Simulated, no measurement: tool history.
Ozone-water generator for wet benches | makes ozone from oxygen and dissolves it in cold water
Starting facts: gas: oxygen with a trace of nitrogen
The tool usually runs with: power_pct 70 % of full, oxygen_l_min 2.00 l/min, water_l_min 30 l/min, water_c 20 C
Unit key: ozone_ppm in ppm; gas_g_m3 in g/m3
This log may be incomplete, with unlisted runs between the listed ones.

Run 1, hour 0.0: usual settings. Result: ozone_ppm 11.2 ppm, gas_g_m3 275.2 g/m3.
Run 2, hour 56.5: usual settings. Result: ozone_ppm 11.1 ppm, gas_g_m3 272.0 g/m3.
Run 3, hour 138.1: usual settings. Result: ozone_ppm 11.3 ppm, gas_g_m3 273.6 g/m3.
Run 4, hour 211.3: usual settings. Result: ozone_ppm 11.1 ppm, gas_g_m3 273.1 g/m3.
Run 5, hour 278.0: usual settings. Result: ozone_ppm 11.2 ppm, gas_g_m3 272.9 g/m3.
Run 6, hour 321.9: usual settings but power_pct 72 % of full. Result: ozone_ppm 11.2 ppm, gas_g_m3 277.0 g/m3.
Run 7, hour 368.5: usual settings but power_pct 72 % of full. Result: ozone_ppm 11.5 ppm, gas_g_m3 276.9 g/m3.
Run 8, hour 408.6: usual settings but power_pct 72 % of full. Result: ozone_ppm 11.3 ppm, gas_g_m3 276.1 g/m3.
Run 9, hour 489.9: usual settings but power_pct 42 % of full. Result: ozone_ppm 8.4 ppm, gas_g_m3 201.5 g/m3.
Run 10, hour 567.5: usual settings but power_pct 42 % of full. Result: ozone_ppm 8.4 ppm, gas_g_m3 202.3 g/m3.
Run 11, hour 632.7: usual settings but power_pct 42 % of full. Result: ozone_ppm 8.3 ppm, gas_g_m3 205.1 g/m3.
Run 12, hour 711.8: usual settings but power_pct 42 % of full. Result: ozone_ppm 8.2 ppm, gas_g_m3 205.7 g/m3.
Run 13, hour 791.4: usual settings but power_pct 42 % of full. Result: ozone_ppm 8.2 ppm, gas_g_m3 201.4 g/m3.
Run 14, hour 843.1: usual settings but power_pct 42 % of full. Result: ozone_ppm 8.1 ppm, gas_g_m3 204.3 g/m3.
Run 15, hour 915.6: usual settings but power_pct 73 % of full. Result: ozone_ppm 11.2 ppm, gas_g_m3 276.1 g/m3.
Run 16, hour 967.9: usual settings. Result: ozone_ppm 11.1 ppm, gas_g_m3 269.9 g/m3.
Run 17, hour 1041.3: usual settings but oxygen_l_min 1.10 l/min. Result: ozone_ppm 9.5 ppm, gas_g_m3 391.3 g/m3.
Run 18, hour 1090.3: usual settings but power_pct 65 % of full, oxygen_l_min 3.10 l/min, water_l_min 25 l/min, water_c 12 C. Result: ozone_ppm 14.3 ppm, gas_g_m3 195.0 g/m3.
Run 19, hour 1138.7: usual settings but power_pct 65 % of full, oxygen_l_min 1.04 l/min, water_l_min 25 l/min, water_c 22 C. Result: ozone_ppm 11.0 ppm, gas_g_m3 390.3 g/m3.
Run 20, hour 1173.1: usual settings but oxygen_l_min 1.61 l/min. Result: ozone_ppm 10.4 ppm, gas_g_m3 308.8 g/m3.
Run 21, hour 1220.2: usual settings but oxygen_l_min 1.61 l/min. Result: ozone_ppm 10.3 ppm, gas_g_m3 308.0 g/m3.
Run 22, hour 1297.8: usual settings but power_pct 45 % of full, oxygen_l_min 1.09 l/min. Result: ozone_ppm 7.5 ppm, gas_g_m3 306.7 g/m3.
Run 23, hour 1336.9: usual settings but power_pct 42 % of full, oxygen_l_min 1.86 l/min. Result: ozone_ppm 8.0 ppm, gas_g_m3 210.0 g/m3.
Run 24, hour 1391.8: usual settings but power_pct 42 % of full, oxygen_l_min 1.50 l/min, water_l_min 20 l/min. Result: ozone_ppm 11.5 ppm, gas_g_m3 242.0 g/m3.
Run 25, hour 1440.9: usual settings but water_l_min 26 l/min. Result: ozone_ppm 12.6 ppm, gas_g_m3 269.1 g/m3.
Run 26, hour 1512.6: usual settings but water_l_min 26 l/min. Result: ozone_ppm 12.3 ppm, gas_g_m3 268.3 g/m3.
Run 27, hour 1585.7: usual settings but power_pct 42 % of full, oxygen_l_min 1.69 l/min. Result: ozone_ppm 7.8 ppm, gas_g_m3 223.6 g/m3.
Run 28, hour 1640.3: usual settings but power_pct 85 % of full, oxygen_l_min 2.24 l/min. Result: ozone_ppm 12.1 ppm, gas_g_m3 274.3 g/m3.
Run 29, hour 1705.8: usual settings but power_pct 85 % of full, oxygen_l_min 2.24 l/min. Result: ozone_ppm 12.2 ppm, gas_g_m3 276.7 g/m3.
Run 30, hour 1769.7: usual settings but power_pct 85 % of full, oxygen_l_min 2.24 l/min. Result: ozone_ppm 12.2 ppm, gas_g_m3 273.3 g/m3.
Run 31, hour 1825.3: usual settings but power_pct 50 % of full, oxygen_l_min 2.14 l/min, water_l_min 47 l/min. Result: ozone_ppm 5.9 ppm, gas_g_m3 210.8 g/m3.
Run 32, hour 1876.9: usual settings but power_pct 85 % of full, oxygen_l_min 2.14 l/min, water_l_min 44 l/min. Result: ozone_ppm 8.1 ppm, gas_g_m3 282.6 g/m3.
Run 33, hour 1932.3: usual settings but power_pct 51 % of full, oxygen_l_min 3.07 l/min, water_c 14 C. Result: ozone_ppm 10.1 ppm, gas_g_m3 170.1 g/m3.

How would selected steps in ozone_ppm from run to run divide? Give the signed amount a tool lacking its hidden state would still show from settings, what came in and random variation, and the signed amount left for the hidden state, including any gauge scatter that is not in both of the compared results.
Unlogged tool condition in this case: yield of the discharge, % of new electrodes'; contactor's efficiency, % of a clean one's; true water temperature over the reading, C; drift of the gauge itself on ozone_ppm, %; drift of the gauge itself on gas_g_m3, %.
Run 17 -> 18: power_pct 70 -> 65, oxygen_l_min 1.10 -> 3.10, water_l_min 30 -> 25, water_c 20 -> 12. ozone_ppm +4.8 ppm: hidden state -0.1, all else +4.9.
Run 24 -> 25: power_pct 42 -> 70, oxygen_l_min 1.50 -> 2.00, water_l_min 20 -> 26. ozone_ppm +1.1 ppm: hidden state -0.3, all else +1.4.
Run 26 -> 27: power_pct 70 -> 42, oxygen_l_min 2.00 -> 1.69, water_l_min 26 -> 30. ozone_ppm -4.5 ppm: hidden state +0.3, all else -4.8.
Run 27 -> 28: power_pct 42 -> 85, oxygen_l_min 1.69 -> 2.24. ozone_ppm +4.3 ppm: hidden state -0.4, all else +4.7.
Run 30 -> 31: power_pct 85 -> 50, oxygen_l_min 2.24 -> 2.14, water_l_min 30 -> 47. ozone_ppm -6.3 ppm: hidden state +0.6, all else -6.9.
